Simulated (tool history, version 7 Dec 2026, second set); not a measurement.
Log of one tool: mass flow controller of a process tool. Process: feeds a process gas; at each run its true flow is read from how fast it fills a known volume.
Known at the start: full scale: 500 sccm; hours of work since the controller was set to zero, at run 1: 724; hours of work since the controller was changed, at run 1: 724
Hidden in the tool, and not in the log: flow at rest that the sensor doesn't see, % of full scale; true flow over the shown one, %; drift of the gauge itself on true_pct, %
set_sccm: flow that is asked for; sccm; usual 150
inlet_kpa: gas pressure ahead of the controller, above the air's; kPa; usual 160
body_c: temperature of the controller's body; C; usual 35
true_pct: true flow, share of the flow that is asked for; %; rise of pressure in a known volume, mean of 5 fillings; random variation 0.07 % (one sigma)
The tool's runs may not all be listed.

| run | hour | set_sccm | inlet_kpa | body_c | hours of work since the controller was set to zero | hours of work since the controller was changed | true_pct |
|---|---|---|---|---|---|---|---|
| 1 | 0 | 150 | 160 | 35 | 724 | 724 | 98.44 |
| 2 | 136.3 | 86 | 160 | 35 | 776 | 776 | 98.45 |
| 3 | 248 | 86 | 160 | 35 | 819 | 819 | 98.46 |
| 4 | 441.4 | 150 | 160 | 35 | 893 | 893 | 98.59 |
| 5 | 551.4 | 150 | 279 | 35 | 935 | 935 | 98.92 |
| 6 | 759.8 | 150 | 160 | 35 | 1014 | 1014 | 98.79 |
| 7 | 918.1 | 150 | 160 | 35 | 1075 | 1075 | 98.79 |
| 8 | 1013.8 | 150 | 160 | 35 | 1111 | 1111 | 98.92 |
| 9 | 1192.6 | 150 | 160 | 35 | 1180 | 1180 | 98.84 |
| 10 | 1340.5 | 150 | 160 | 35 | 1236 | 1236 | 98.94 |
| 11 | 1546.1 | 150 | 160 | 35 | 1315 | 1315 | 98.96 |
| 12 | 1649.5 | 150 | 160 | 35 | 1354 | 1354 | 99.08 |
| 13 | 1772.7 | 150 | 160 | 35 | 1401 | 1401 | 99.15 |
| 14 | 1884.4 | 150 | 168 | 35 | 1444 | 1444 | 99.18 |
| 15 | 2061 | 150 | 167 | 35 | 1511 | 1511 | 99.29 |
| 16 | 2172 | 150 | 160 | 36 | 1553 | 1553 | 99.24 |
| 17 | 2286.4 | 150 | 218 | 35 | 1597 | 1597 | 99.29 |
| 18 | 2397.5 | 150 | 160 | 35 | 1640 | 1640 | 99.39 |
| 19 | 2559.8 | 150 | 160 | 35 | 1701 | 1701 | 99.36 |
| 20 | 2676.2 | 56 | 160 | 35 | 1746 | 1746 | 99.38 |
| 21 | 2891.4 | 150 | 160 | 36 | 1828 | 1828 | 99.46 |
| 22 | 3077.9 | 150 | 160 | 36 | 1899 | 1899 | 99.46 |
| 23 | 3281.8 | 150 | 160 | 36 | 1977 | 1977 | 99.55 |
| 24 | 3376.5 | 150 | 160 | 36 | 2013 | 2013 | 99.7 |
| 25 | 3549.8 | 150 | 160 | 36 | 2079 | 2079 | 99.71 |
| 26 | 3690.1 | 150 | 160 | 36 | 2133 | 2133 | 99.87 |
| 27 | 3782.1 | 299 | 271 | 36 | 2168 | 2168 | 100.25 |
| 28 | 3954 | 299 | 271 | 36 | 2234 | 2234 | 100.26 |
| 29 | 4127.9 | 299 | 271 | 36 | 2300 | 2300 | 100.43 |
| 30 | 4252.5 | 114 | 246 | 21 | 2348 | 2348 | 101.4 |
|  | 4321.5 | gauge calibrated |
| 31 | 4348 | 114 | 246 | 21 | 2384 | 2384 | 99.7 |
| 32 | 4518.2 | 150 | 179 | 24 | 2449 | 2449 | 99.5 |
| 33 | 4643.9 | 150 | 179 | 24 | 2497 | 2497 | 99.58 |
| 34 | 4785.6 | 64 | 148 | 22 | 2551 | 2551 | 99.72 |
| 35 | 4998.2 | 64 | 148 | 22 | 2632 | 2632 | 99.64 |
| 36 | 5206.1 | 320 | 160 | 37 | 2711 | 2711 | 98.84 |
| 37 | 5317.7 | 320 | 160 | 37 | 2754 | 2754 | 98.9 |
| 38 | 5466.5 | 300 | 178 | 29 | 2811 | 2811 | 99.75 |
| 39 | 5651.1 | 311 | 170 | 25 | 2881 | 2881 | 100.03 |
| 40 | 5814.1 | 117 | 177 | 35 | 2944 | 2944 | 98.99 |
| 41 | 6013.8 | 179 | 271 | 35 | 3020 | 3020 | 99.32 |
| 42 | 6126.4 | 150 | 163 | 23 | 3063 | 3063 | 100.11 |
|  | 6186.1 | gauge calibrated |
| 43 | 6307.9 | 111 | 163 | 34 | 3132 | 3132 | 98.45 |
| 44 | 6469.3 | 150 | 160 | 22 | 3194 | 3194 | 99.72 |
| 45 | 6583.8 | 150 | 160 | 22 | 3237 | 3237 | 99.71 |
| 46 | 6700.4 | 104 | 195 | 36 | 3282 | 3282 | 98.44 |
| 47 | 6837.9 | 150 | 142 | 25 | 3334 | 3334 | 99.68 |

Forecast each of these 3 alternatives for the next run:
| A | 7055.2 | 337 | 245 | 22 | 3417 | 3417 | ? |
| B | 7055.2 | 150 | 250 | 25 | 3417 | 3417 | ? |
| C | 7055.2 | 150 | 190 | 35 | 3417 | 3417 | ? |

| run | true_pct |
|---|---|
| A | 100.4 |
| B | 99.92 |
| C | 98.73 |
Without the tool's hidden state the same runs would have given:
| run | true_pct |
|---|---|
| A | 100.07 |
| B | 99.59 |
| C | 98.4 |

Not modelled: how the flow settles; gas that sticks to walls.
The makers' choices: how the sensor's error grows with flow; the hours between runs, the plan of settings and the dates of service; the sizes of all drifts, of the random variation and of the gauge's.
